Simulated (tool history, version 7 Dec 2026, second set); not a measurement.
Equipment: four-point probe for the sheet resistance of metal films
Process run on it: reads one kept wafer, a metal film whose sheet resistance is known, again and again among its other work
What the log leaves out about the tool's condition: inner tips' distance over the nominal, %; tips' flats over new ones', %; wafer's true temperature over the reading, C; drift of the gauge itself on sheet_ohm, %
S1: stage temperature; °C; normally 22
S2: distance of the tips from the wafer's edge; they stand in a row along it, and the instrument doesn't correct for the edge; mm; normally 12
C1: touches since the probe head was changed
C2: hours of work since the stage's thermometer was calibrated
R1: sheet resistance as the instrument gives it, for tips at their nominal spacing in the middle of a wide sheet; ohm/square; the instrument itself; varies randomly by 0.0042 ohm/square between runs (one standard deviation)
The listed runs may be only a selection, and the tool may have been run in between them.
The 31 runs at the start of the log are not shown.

Run 32, hour 1618.6: usual settings but S1 32 °C, S2 6 mm; C1 113414; C2 1140. Result: R1 21.416093 ohm/square.
Run 33, hour 1653.8: usual settings but S1 27 °C, S2 13 mm; C1 114784; C2 1166. Result: R1 21.245846 ohm/square.
Run 34, hour 1705.9: usual settings but S1 27 °C, S2 13 mm; C1 116809; C2 1205. Result: R1 21.248249 ohm/square.
Run 35, hour 1761.4: usual settings but S1 31 °C, S2 14 mm; C1 118967; C2 1246. Result: R1 21.329659 ohm/square.
Run 36, hour 1799.7: usual settings but S1 28 °C, S2 14 mm; C1 120452; C2 1274. Result: R1 21.270962 ohm/square.
Run 37, hour 1844.0: usual settings but S1 30 °C, S2 42 mm; C1 122177; C2 1307. Result: R1 21.292405 ohm/square.
Run 38, hour 1897.3: usual settings; C1 124248; C2 1346. Result: R1 21.145791 ohm/square.
Run 39, hour 1951.8: usual settings; C1 126364; C2 1387. Result: R1 21.136789 ohm/square.
Run 40, hour 1985.8: usual settings but S1 27 °C, S2 6 mm; C1 127686; C2 1412. Result: R1 21.307497 ohm/square.
Run 41, hour 2044.7: usual settings but S1 27 °C, S2 6 mm; C1 129977; C2 1455. Result: R1 21.306638 ohm/square.
Run 42, hour 2074.9: usual settings but S1 27 °C, S2 6 mm; C1 131151; C2 1478. Result: R1 21.313624 ohm/square.

Branching from run 42: 3 alternative next runs. What would each branch give?
Run A, hour 2120.4: usual settings but S1 29 °C, S2 57 mm; C1 132919; C2 1511. Result: R1 ?.
Run B, hour 2120.4: usual settings but S1 33 °C, S2 71 mm; C1 132919; C2 1511. Result: R1 ?.
Run C, hour 2120.4: usual settings but S1 24 °C, S2 59 mm; C1 132919; C2 1511. Result: R1 ?.

run         R1
  A  21.274118
  B  21.366167
  C  21.160918
Had the tool no hidden state, the same runs would have come out as:
run         R1
  A  21.276941
  B  21.369019
  C  21.163704
